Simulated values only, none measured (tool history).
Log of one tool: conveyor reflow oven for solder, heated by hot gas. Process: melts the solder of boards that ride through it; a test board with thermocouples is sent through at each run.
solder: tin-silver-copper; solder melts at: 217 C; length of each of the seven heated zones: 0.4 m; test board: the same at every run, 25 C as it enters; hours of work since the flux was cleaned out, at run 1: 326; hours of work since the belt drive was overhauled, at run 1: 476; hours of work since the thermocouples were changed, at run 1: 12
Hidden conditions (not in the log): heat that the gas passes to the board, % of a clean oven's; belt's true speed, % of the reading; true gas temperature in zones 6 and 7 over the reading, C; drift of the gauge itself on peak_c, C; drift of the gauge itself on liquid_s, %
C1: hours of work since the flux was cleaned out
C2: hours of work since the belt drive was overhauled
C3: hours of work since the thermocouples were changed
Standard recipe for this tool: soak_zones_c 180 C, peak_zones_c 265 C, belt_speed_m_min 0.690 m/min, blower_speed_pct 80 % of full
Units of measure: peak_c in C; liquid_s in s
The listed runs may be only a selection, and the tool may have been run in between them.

run 1 hour=0.0 | soak_zones_c=180 peak_zones_c=265 belt_speed_m_min=0.690 blower_speed_pct=80 | C1=326 C2=476 C3=12 | peak_c=249.9 liquid_s=52.9
run 2 hour=19.8 | soak_zones_c=187 peak_zones_c=265 belt_speed_m_min=0.690 blower_speed_pct=80 | C1=338 C2=487 C3=23 | peak_c=251.4 liquid_s=56.6
run 3 hour=38.7 | soak_zones_c=187 peak_zones_c=265 belt_speed_m_min=0.690 blower_speed_pct=80 | C1=348 C2=498 C3=34 | peak_c=251.5 liquid_s=56.7
-- hour=45.5 flux residue cleaned out of gas plates and filters
run 4 hour=55.3 | soak_zones_c=180 peak_zones_c=265 belt_speed_m_min=0.690 blower_speed_pct=74 | C1=6 C2=504 C3=41 | peak_c=247.0 liquid_s=50.1
run 5 hour=69.1 | soak_zones_c=180 peak_zones_c=265 belt_speed_m_min=0.690 blower_speed_pct=74 | C1=14 C2=512 C3=48 | peak_c=246.8 liquid_s=50.0
run 6 hour=84.7 | soak_zones_c=180 peak_zones_c=265 belt_speed_m_min=0.690 blower_speed_pct=74 | C1=22 C2=521 C3=57 | peak_c=247.0 liquid_s=49.8
-- hour=94.4 flux residue cleaned out of gas plates and filters, once more
run 7 hour=105.4 | soak_zones_c=180 peak_zones_c=265 belt_speed_m_min=0.690 blower_speed_pct=74 | C1=6 C2=530 C3=66 | peak_c=251.5 liquid_s=54.2
run 8 hour=124.1 | soak_zones_c=180 peak_zones_c=265 belt_speed_m_min=0.690 blower_speed_pct=50 | C1=17 C2=541 C3=77 | peak_c=247.1 liquid_s=50.0
run 9 hour=143.1 | soak_zones_c=180 peak_zones_c=265 belt_speed_m_min=0.690 blower_speed_pct=53 | C1=28 C2=552 C3=88 | peak_c=247.6 liquid_s=50.4
run 10 hour=163.9 | soak_zones_c=180 peak_zones_c=265 belt_speed_m_min=0.690 blower_speed_pct=53 | C1=40 C2=564 C3=100 | peak_c=247.7 liquid_s=50.4
run 11 hour=187.1 | soak_zones_c=180 peak_zones_c=265 belt_speed_m_min=0.690 blower_speed_pct=53 | C1=53 C2=577 C3=113 | peak_c=247.4 liquid_s=50.3
run 12 hour=197.3 | soak_zones_c=191 peak_zones_c=265 belt_speed_m_min=0.690 blower_speed_pct=53 | C1=59 C2=583 C3=119 | peak_c=249.5 liquid_s=56.7
run 13 hour=219.7 | soak_zones_c=191 peak_zones_c=265 belt_speed_m_min=0.661 blower_speed_pct=53 | C1=72 C2=596 C3=132 | peak_c=250.7 liquid_s=60.7
run 14 hour=243.2 | soak_zones_c=191 peak_zones_c=265 belt_speed_m_min=0.661 blower_speed_pct=53 | C1=85 C2=609 C3=145 | peak_c=250.6 liquid_s=60.5
run 15 hour=263.2 | soak_zones_c=191 peak_zones_c=265 belt_speed_m_min=0.661 blower_speed_pct=53 | C1=97 C2=620 C3=157 | peak_c=250.3 liquid_s=60.3
run 16 hour=286.1 | soak_zones_c=190 peak_zones_c=265 belt_speed_m_min=0.723 blower_speed_pct=80 | C1=110 C2=634 C3=170 | peak_c=251.5 liquid_s=55.8
run 17 hour=303.5 | soak_zones_c=190 peak_zones_c=265 belt_speed_m_min=0.723 blower_speed_pct=80 | C1=120 C2=644 C3=180 | peak_c=251.7 liquid_s=55.7
run 18 hour=320.7 | soak_zones_c=191 peak_zones_c=267 belt_speed_m_min=0.793 blower_speed_pct=87 | C1=129 C2=653 C3=189 | peak_c=251.7 liquid_s=50.9
run 19 hour=342.9 | soak_zones_c=191 peak_zones_c=267 belt_speed_m_min=0.793 blower_speed_pct=87 | C1=142 C2=666 C3=202 | peak_c=251.5 liquid_s=50.7
run 20 hour=361.8 | soak_zones_c=174 peak_zones_c=265 belt_speed_m_min=0.580 blower_speed_pct=80 | C1=153 C2=677 C3=213 | peak_c=254.3 liquid_s=66.5
run 21 hour=383.1 | soak_zones_c=180 peak_zones_c=277 belt_speed_m_min=0.690 blower_speed_pct=80 | C1=165 C2=689 C3=225 | peak_c=261.2 liquid_s=60.3
run 22 hour=403.4 | soak_zones_c=189 peak_zones_c=277 belt_speed_m_min=0.690 blower_speed_pct=62 | C1=177 C2=701 C3=237 | peak_c=259.7 liquid_s=62.8
run 23 hour=418.2 | soak_zones_c=189 peak_zones_c=277 belt_speed_m_min=0.688 blower_speed_pct=62 | C1=185 C2=709 C3=245 | peak_c=260.3 liquid_s=62.7
run 24 hour=440.3 | soak_zones_c=189 peak_zones_c=273 belt_speed_m_min=0.688 blower_speed_pct=68 | C1=198 C2=722 C3=258 | peak_c=257.7 liquid_s=61.4
run 25 hour=452.6 | soak_zones_c=189 peak_zones_c=273 belt_speed_m_min=0.688 blower_speed_pct=68 | C1=205 C2=729 C3=265 | peak_c=256.9 liquid_s=61.4
run 26 hour=476.8 | soak_zones_c=175 peak_zones_c=273 belt_speed_m_min=0.607 blower_speed_pct=68 | C1=219 C2=743 C3=279 | peak_c=258.6 liquid_s=65.5
run 27 hour=492.1 | soak_zones_c=180 peak_zones_c=265 belt_speed_m_min=0.754 blower_speed_pct=64 | C1=227 C2=751 C3=287 | peak_c=244.9 liquid_s=44.0
run 28 hour=516.6 | soak_zones_c=180 peak_zones_c=265 belt_speed_m_min=0.690 blower_speed_pct=68 | C1=241 C2=765 C3=301 | peak_c=248.4 liquid_s=52.2
run 29 hour=529.5 | soak_zones_c=180 peak_zones_c=265 belt_speed_m_min=0.827 blower_speed_pct=68 | C1=249 C2=773 C3=309 | peak_c=242.2 liquid_s=37.7
run 30 hour=541.9 | soak_zones_c=180 peak_zones_c=265 belt_speed_m_min=0.827 blower_speed_pct=68 | C1=256 C2=780 C3=316 | peak_c=242.0 liquid_s=37.4

Each row is a separate what-if for the run after 30, all from the same tool condition, not one after another. Results?
run A hour=556.8 | soak_zones_c=165 peak_zones_c=265 belt_speed_m_min=0.690 blower_speed_pct=64 | C1=264 C2=788 C3=324 | peak_c=? liquid_s=?
run B hour=556.8 | soak_zones_c=186 peak_zones_c=265 belt_speed_m_min=0.650 blower_speed_pct=76 | C1=264 C2=788 C3=324 | peak_c=? liquid_s=?
run C hour=556.8 | soak_zones_c=167 peak_zones_c=276 belt_speed_m_min=0.690 blower_speed_pct=80 | C1=264 C2=788 C3=324 | peak_c=? liquid_s=?
run D hour=556.8 | soak_zones_c=188 peak_zones_c=277 belt_speed_m_min=0.808 blower_speed_pct=80 | C1=264 C2=788 C3=324 | peak_c=? liquid_s=?
run E hour=556.8 | soak_zones_c=180 peak_zones_c=265 belt_speed_m_min=0.677 blower_speed_pct=84 | C1=264 C2=788 C3=324 | peak_c=? liquid_s=?

run=A peak_c=244.2 liquid_s=43.9
run=B peak_c=251.9 liquid_s=61.4
run=C peak_c=256.9 liquid_s=53.5
run=D peak_c=256.5 liquid_s=50.8
run=E peak_c=251.0 liquid_s=55.6
With no hidden state in the tool, these same runs would have given:
run=A peak_c=246.2 liquid_s=45.0
run=B peak_c=253.5 liquid_s=61.4
run=C peak_c=259.1 liquid_s=53.9
run=D peak_c=258.7 liquid_s=51.1
run=E peak_c=252.9 liquid_s=56.0
